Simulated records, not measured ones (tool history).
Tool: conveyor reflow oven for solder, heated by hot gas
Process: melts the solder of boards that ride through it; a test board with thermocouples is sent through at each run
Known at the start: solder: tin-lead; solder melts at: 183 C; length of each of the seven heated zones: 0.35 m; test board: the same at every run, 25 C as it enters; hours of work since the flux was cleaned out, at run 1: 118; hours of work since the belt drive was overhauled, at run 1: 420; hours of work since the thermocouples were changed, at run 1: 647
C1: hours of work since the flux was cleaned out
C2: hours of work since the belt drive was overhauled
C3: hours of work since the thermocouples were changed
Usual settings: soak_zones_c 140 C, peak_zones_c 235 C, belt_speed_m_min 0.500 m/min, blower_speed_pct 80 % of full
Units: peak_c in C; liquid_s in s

run 1 day=0.000 | soak_zones_c=140 peak_zones_c=235 belt_speed_m_min=0.500 blower_speed_pct=80 | C1=118 C2=420 C3=647 | peak_c=217.5 liquid_s=63.8
run 2 day=0.842 | soak_zones_c=140 peak_zones_c=235 belt_speed_m_min=0.500 blower_speed_pct=80 | C1=129 C2=431 C3=658 | peak_c=216.7 liquid_s=64.8
run 3 day=1.892 | soak_zones_c=140 peak_zones_c=235 belt_speed_m_min=0.500 blower_speed_pct=80 | C1=143 C2=445 C3=672 | peak_c=217.2 liquid_s=64.1
run 4 day=3.625 | soak_zones_c=140 peak_zones_c=235 belt_speed_m_min=0.500 blower_speed_pct=80 | C1=165 C2=467 C3=695 | peak_c=216.7 liquid_s=63.7
-- day=4.004 flux residue cleaned out of gas plates and filters
run 5 day=4.983 | soak_zones_c=140 peak_zones_c=235 belt_speed_m_min=0.500 blower_speed_pct=80 | C1=13 C2=483 C3=710 | peak_c=216.5 liquid_s=63.2
-- day=5.421 thermocouples of zones 6 and 7 changed
run 6 day=6.696 | soak_zones_c=140 peak_zones_c=235 belt_speed_m_min=0.500 blower_speed_pct=80 | C1=34 C2=504 C3=17 | peak_c=218.6 liquid_s=65.3
run 7 day=8.071 | soak_zones_c=132 peak_zones_c=235 belt_speed_m_min=0.484 blower_speed_pct=80 | C1=52 C2=522 C3=35 | peak_c=218.6 liquid_s=64.0
-- day=9.083 flux residue cleaned out of gas plates and filters, once more
run 8 day=9.404 | soak_zones_c=144 peak_zones_c=224 belt_speed_m_min=0.549 blower_speed_pct=83 | C1=4 C2=537 C3=50 | peak_c=209.6 liquid_s=53.6
run 9 day=10.538 | soak_zones_c=149 peak_zones_c=224 belt_speed_m_min=0.480 blower_speed_pct=72 | C1=19 C2=552 C3=64 | peak_c=211.7 liquid_s=65.4
run 10 day=11.888 | soak_zones_c=140 peak_zones_c=246 belt_speed_m_min=0.500 blower_speed_pct=80 | C1=37 C2=569 C3=82 | peak_c=228.9 liquid_s=73.3
run 11 day=12.900 | soak_zones_c=140 peak_zones_c=246 belt_speed_m_min=0.500 blower_speed_pct=80 | C1=50 C2=583 C3=96 | peak_c=229.4 liquid_s=73.0

Forecast each of these 4 alternatives for the next run:
run A day=14.329 | soak_zones_c=140 peak_zones_c=235 belt_speed_m_min=0.446 blower_speed_pct=80 | C1=69 C2=602 C3=114 | peak_c=? liquid_s=?
run B day=14.329 | soak_zones_c=131 peak_zones_c=235 belt_speed_m_min=0.588 blower_speed_pct=83 | C1=69 C2=602 C3=114 | peak_c=? liquid_s=?
run C day=14.329 | soak_zones_c=131 peak_zones_c=235 belt_speed_m_min=0.569 blower_speed_pct=80 | C1=69 C2=602 C3=114 | peak_c=? liquid_s=?
run D day=14.329 | soak_zones_c=140 peak_zones_c=243 belt_speed_m_min=0.522 blower_speed_pct=57 | C1=69 C2=602 C3=114 | peak_c=? liquid_s=?

run=A peak_c=223.2 liquid_s=77.8
run=B peak_c=214.3 liquid_s=47.7
run=C peak_c=213.4 liquid_s=50.3
run=D peak_c=217.8 liquid_s=59.5
Without the tool's hidden state the same runs would have given:
run=A peak_c=223.8 liquid_s=77.8
run=B peak_c=215.1 liquid_s=48.0
run=C peak_c=214.1 liquid_s=50.6
run=D peak_c=218.3 liquid_s=59.6
